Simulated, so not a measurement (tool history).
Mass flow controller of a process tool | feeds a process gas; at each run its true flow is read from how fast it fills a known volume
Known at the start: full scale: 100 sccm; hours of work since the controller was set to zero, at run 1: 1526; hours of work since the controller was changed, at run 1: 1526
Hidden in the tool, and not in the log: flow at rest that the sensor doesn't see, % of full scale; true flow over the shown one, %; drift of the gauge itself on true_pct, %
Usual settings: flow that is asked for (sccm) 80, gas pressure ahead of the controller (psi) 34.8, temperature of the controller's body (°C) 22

run	hour	flow that is asked for (sccm)	gas pressure ahead of the controller (psi)	temperature of the controller's body (°C)	hours of work since the controller was set to zero	hours of work since the controller was changed	true flow (%)
1	0.0	80	34.8	22	1526	1526	99.61
2	426.9	80	34.8	22	1667	1667	99.55
3	762.4	80	34.8	22	1779	1779	99.57
4	1064.4	80	34.8	22	1879	1879	99.67
5	1411.4	80	34.8	22	1994	1994	99.43
6	1908.0	80	34.8	22	2159	2159	99.49
7	2254.8	80	34.8	22	2275	2275	99.47
8	2659.5	80	28.9	22	2409	2409	99.27
9	2903.5	80	28.9	22	2490	2490	99.27
10	3314.8	80	28.9	22	2627	2627	99.22
# hour 3352.8: controller's zero set anew
11	3733.5	16	34.8	22	126	2765	101.76
12	4179.4	80	34.8	22	275	2914	99.40
13	4443.6	80	34.8	22	362	3001	99.36
14	4740.2	80	24.2	22	461	3100	99.35
15	5175.3	80	24.2	22	605	3244	99.06
16	5495.9	80	34.8	22	712	3351	99.44
17	5852.3	80	34.8	22	830	3469	99.32
18	6106.2	14	33.5	32	914	3554	101.60
# hour 6340.3: controller's zero set anew, once more
19	6409.2	18	34.8	35	23	3654	97.27
20	6809.6	13	32.6	21	156	3787	98.50
21	7239.6	80	23.1	21	299	3930	98.27
22	7592.0	42	38.9	21	416	4047	98.57
23	8096.1	72	36.3	37	583	4214	97.42
24	8373.6	72	36.3	37	675	4306	97.26
25	8690.2	72	36.3	37	780	4412	97.16
26	9074.3	19	36.3	37	908	4539	97.35
27	9556.6	80	37.4	22	1068	4699	98.47
28	9866.4	36	28.6	27	1171	4802	97.82
29	10290.5	24	34.8	22	1312	4943	98.44
30	10681.6	24	34.8	22	1442	5073	98.51
31	11194.3	24	26.0	32	1612	5243	97.51
32	11575.3	12	34.8	22	1739	5370	99.24
33	11835.2	32	35.5	22	1825	5456	98.49

Hidden state or all else? Some run-to-run changes of true flow (%), split into what the settings, what came in and random variation would give without the hidden state, and what is left for the hidden state (with any gauge scatter that isn't in both results):
Run 10 -> 11: flow that is asked for (sccm) 80 -> 16, gas pressure ahead of the controller (psi) 28.9 -> 34.8, controller's zero set anew. true flow (%) +2.54: hidden state +2.61, all else -0.07.
Run 11 -> 12: flow that is asked for (sccm) 16 -> 80. true flow (%) -2.36: hidden state -2.48, all else +0.12.
Run 17 -> 18: flow that is asked for (sccm) 80 -> 14, gas pressure ahead of the controller (psi) 34.8 -> 33.5, temperature of the controller's body (°C) 22 -> 32. true flow (%) +2.28: hidden state +3.33, all else -1.05.
Run 18 -> 19: flow that is asked for (sccm) 14 -> 18, gas pressure ahead of the controller (psi) 33.5 -> 34.8, temperature of the controller's body (°C) 32 -> 35, controller's zero set anew, once more. true flow (%) -4.33: hidden state -4.09, all else -0.24.
